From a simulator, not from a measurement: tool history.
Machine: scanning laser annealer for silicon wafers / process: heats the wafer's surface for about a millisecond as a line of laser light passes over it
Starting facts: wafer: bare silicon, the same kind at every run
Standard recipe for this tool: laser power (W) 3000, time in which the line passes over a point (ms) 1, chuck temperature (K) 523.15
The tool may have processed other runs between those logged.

run     day  laser power (W)  time in which the line passes over a point (ms)  chuck temperature (K)  highest temperature of the surface (K)
  1       0             3000                                                1                 523.15                                 1349.15
  2   0.654             3000                                                1                 523.15                                 1349.15
  3    1.35             3000                                                1                 523.15                                 1349.15
  4   1.833             3013                                                1                 523.15                                 1352.15
  5   2.262             3000                                             0.83                 523.15                                 1273.15
  6   2.721             3000                                             0.83                 495.15                                 1247.15
  7   3.117             3000                                             0.83                 495.15                                 1244.15
  8   3.812             3000                                             0.83                 495.15                                 1246.15
      4.075  -- optics aligned, line set to its width
  9   4.858             3000                                             0.83                 495.15                                 1237.15
 10   5.238             3000                                             0.83                 495.15                                 1235.15
 11   5.642             3000                                             0.83                 495.15                                 1237.15
 12   6.112             3000                                                1                 523.15                                 1339.15
 13   6.829             3000                                              0.8                 523.15                                 1248.15
 14   7.467             2882                                             0.97                 538.15                                 1304.15
 15   8.238             3247                                              1.2                 525.15                                 1488.15
      8.567  -- optics aligned, line set to its width, once more
 16   8.904             2996                                             0.82                 558.15                                 1313.15
 17     9.7             2958                                                1                 523.15                                 1344.15
 18  10.533             3000                                                1                 497.15                                 1329.15
 19  11.292             3000                                             0.87                 485.15                                 1260.15
 20  11.712             3179                                             0.92                 485.15                                 1329.15
 21  12.162             3296                                             0.81                 533.15                                 1357.15
 22  12.979             2700                                             1.08                 531.15                                 1301.15
 23  13.704             3082                                             0.98                 501.15                                 1345.15
 24  14.338             3112                                             0.82                 551.15                                 1329.15
 25  14.725             3024                                             0.82                 551.15                                 1307.15

Predict each of these 4 candidate next runs independently; none follows another, all start after run 25:
  A  15.146             2771                                              0.7                 523.15                                       ?
  B  15.146             2808                                             0.82                 551.15                                       ?
  C  15.146             3024                                             0.82                 484.15                                       ?
  D  15.146             2992                                             0.93                 506.15                                       ?

run  highest temperature of the surface (K)
  A                                 1165.15
  B                                 1252.15
  C                                 1240.15
  D                                 1304.15
Stripped of hidden state, with their random variation kept, the same runs would have yielded:
run  highest temperature of the surface (K)
  A                                 1178.15
  B                                 1266.15
  C                                 1255.15
  D                                 1320.15
